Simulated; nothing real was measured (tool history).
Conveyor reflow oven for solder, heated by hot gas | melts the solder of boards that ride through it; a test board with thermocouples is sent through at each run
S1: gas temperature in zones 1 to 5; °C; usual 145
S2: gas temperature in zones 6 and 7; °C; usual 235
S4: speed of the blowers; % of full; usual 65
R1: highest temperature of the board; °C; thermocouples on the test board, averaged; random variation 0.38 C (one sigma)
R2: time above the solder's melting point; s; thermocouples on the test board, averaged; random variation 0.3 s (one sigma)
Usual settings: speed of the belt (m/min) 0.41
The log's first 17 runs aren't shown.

{"run": 18, "hour": 114.9, "S1": 145, "S2": 235, "speed of the belt (m/min)": 0.346, "S4": 65, "R1": 221.3, "R2": 86.6}
{"run": 19, "hour": 122.1, "S1": 145, "S2": 235, "speed of the belt (m/min)": 0.346, "S4": 65, "R1": 221.1, "R2": 85.7}
{"run": 20, "hour": 127.2, "S1": 137, "S2": 229, "speed of the belt (m/min)": 0.41, "S4": 65, "R1": 209.9, "R2": 57}
{"run": 21, "hour": 136.0, "S1": 137, "S2": 229, "speed of the belt (m/min)": 0.41, "S4": 65, "R1": 209.3, "R2": 57.7}
{"run": 22, "hour": 142.2, "S1": 137, "S2": 229, "speed of the belt (m/min)": 0.354, "S4": 65, "R1": 213.9, "R2": 73.1}
{"run": 23, "hour": 151.0, "S1": 149, "S2": 235, "speed of the belt (m/min)": 0.393, "S4": 65, "R1": 218.4, "R2": 74.5}
{"run": 24, "hour": 157.6, "S1": 149, "S2": 235, "speed of the belt (m/min)": 0.393, "S4": 65, "R1": 217.8, "R2": 74.2}
{"run": 25, "hour": 161.3, "S1": 146, "S2": 227, "speed of the belt (m/min)": 0.43, "S4": 52, "R1": 203.7, "R2": 49.8}
{"run": 26, "hour": 167.9, "S1": 141, "S2": 235, "speed of the belt (m/min)": 0.41, "S4": 58, "R1": 212.9, "R2": 62}
{"run": 27, "hour": 172.9, "S1": 141, "S2": 235, "speed of the belt (m/min)": 0.41, "S4": 58, "R1": 213, "R2": 62}
{"run": 28, "hour": 179.8, "S1": 141, "S2": 235, "speed of the belt (m/min)": 0.41, "S4": 58, "R1": 212.3, "R2": 61.9}
{"run": 29, "hour": 185.3, "S1": 141, "S2": 235, "speed of the belt (m/min)": 0.41, "S4": 58, "R1": 213.4, "R2": 61.3}
{"run": 30, "hour": 192.5, "S1": 141, "S2": 235, "speed of the belt (m/min)": 0.383, "S4": 51, "R1": 212.6, "R2": 66}
{"run": 31, "hour": 198.4, "S1": 132, "S2": 235, "speed of the belt (m/min)": 0.41, "S4": 62, "R1": 212.6, "R2": 58.1}

4 ways to go on from here, each from the tool as it stands after run 31. What would each give?
{"run": "A", "hour": 205.0, "S1": 145, "S2": 236, "speed of the belt (m/min)": 0.41, "S4": 65, "R1": "?", "R2": "?"}
{"run": "B", "hour": 205.0, "S1": 140, "S2": 239, "speed of the belt (m/min)": 0.41, "S4": 65, "R1": "?", "R2": "?"}
{"run": "C", "hour": 205.0, "S1": 132, "S2": 235, "speed of the belt (m/min)": 0.41, "S4": 72, "R1": "?", "R2": "?"}
{"run": "D", "hour": 205.0, "S1": 145, "S2": 247, "speed of the belt (m/min)": 0.381, "S4": 65, "R1": "?", "R2": "?"}

run=A R1=216.5 R2=67.9
run=B R1=219.2 R2=66.9
run=C R1=215.1 R2=61.5
run=D R1=228.4 R2=83
Without the tool's hidden state the same runs would have given:
run=A R1=218.9 R2=70.1
run=B R1=221.7 R2=69.1
run=C R1=217.8 R2=64.1
run=D R1=230.8 R2=84.5
